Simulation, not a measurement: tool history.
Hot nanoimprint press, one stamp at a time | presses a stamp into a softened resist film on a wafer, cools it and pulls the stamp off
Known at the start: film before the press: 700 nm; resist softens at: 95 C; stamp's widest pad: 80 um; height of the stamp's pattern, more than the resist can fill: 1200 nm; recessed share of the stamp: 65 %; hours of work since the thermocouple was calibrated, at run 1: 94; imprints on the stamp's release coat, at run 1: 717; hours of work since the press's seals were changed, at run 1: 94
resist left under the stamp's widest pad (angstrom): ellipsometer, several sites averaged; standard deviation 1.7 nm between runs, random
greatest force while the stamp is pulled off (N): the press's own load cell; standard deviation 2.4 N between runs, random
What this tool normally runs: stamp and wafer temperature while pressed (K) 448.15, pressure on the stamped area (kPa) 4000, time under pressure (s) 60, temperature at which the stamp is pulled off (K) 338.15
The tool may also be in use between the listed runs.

| run | hour | stamp and wafer temperature while pressed (K) | pressure on the stamped area (kPa) | time under pressure (s) | temperature at which the stamp is pulled off (K) | hours of work since the thermocouple was calibrated | imprints on the stamp's release coat | hours of work since the press's seals were changed | resist left under the stamp's widest pad (angstrom) | greatest force while the stamp is pulled off (N) |
|---|---|---|---|---|---|---|---|---|---|---|
| 1 | 0 | 448.15 | 4000 | 60 | 338.15 | 94 | 717 | 94 | 3331 | 188 |
| 2 | 14.1 | 448.15 | 4000 | 60 | 338.15 | 103 | 766 | 103 | 3348 | 191 |
| 3 | 28.4 | 448.15 | 4000 | 60 | 338.15 | 113 | 816 | 113 | 3320 | 192 |
| 4 | 50.5 | 448.15 | 4000 | 60 | 338.15 | 127 | 894 | 127 | 3291 | 192 |
| 5 | 72.6 | 448.15 | 4000 | 60 | 338.15 | 142 | 972 | 142 | 3347 | 193 |
| 6 | 94.2 | 448.15 | 4000 | 60 | 338.15 | 156 | 1047 | 156 | 3336 | 196 |
| 7 | 116.2 | 448.15 | 4000 | 60 | 338.15 | 171 | 1124 | 171 | 3320 | 187 |
| 8 | 136.7 | 448.15 | 4000 | 60 | 340.15 | 184 | 1196 | 184 | 3322 | 188 |
| 9 | 160.3 | 443.15 | 4000 | 60 | 340.15 | 200 | 1279 | 200 | 3937 | 182 |
| 10 | 175 | 443.15 | 4000 | 60 | 340.15 | 209 | 1330 | 209 | 3955 | 189 |
| 11 | 185.5 | 443.15 | 4000 | 60 | 340.15 | 216 | 1367 | 216 | 3943 | 188 |
| 12 | 196 | 443.15 | 2660 | 60 | 340.15 | 223 | 1404 | 223 | 4508 | 188 |
| 13 | 218.9 | 448.15 | 5260 | 60 | 338.15 | 238 | 1484 | 238 | 2959 | 188 |
| 14 | 233.2 | 448.15 | 4000 | 60 | 338.15 | 248 | 1534 | 248 | 3360 | 187 |
|  | 262 | stamp cleaned and given a new release coat |
| 15 | 262.3 | 448.15 | 4000 | 60 | 338.15 | 263 | 1 | 263 | 3310 | 192 |
| 16 | 280.1 | 446.15 | 3120 | 60 | 325.15 | 275 | 64 | 275 | 3890 | 212 |
| 17 | 298.1 | 439.15 | 3120 | 60 | 323.15 | 287 | 127 | 287 | 4852 | 218 |
| 18 | 310.8 | 439.15 | 3120 | 60 | 323.15 | 295 | 171 | 295 | 4825 | 214 |

The next listed run, before its measurement:
| 19 | 323.8 | 454.15 | 3880 | 60 | 334.15 | 304 | 217 | 304 | ? | ? |

Run 19 yielded resist left under the stamp's widest pad (angstrom) 2722, greatest force while the stamp is pulled off (N) 193.
With the hidden condition absent and the run-to-run variation left alone, this run would have shown resist left under the stamp's widest pad (angstrom) 2717, greatest force while the stamp is pulled off (N) 193.
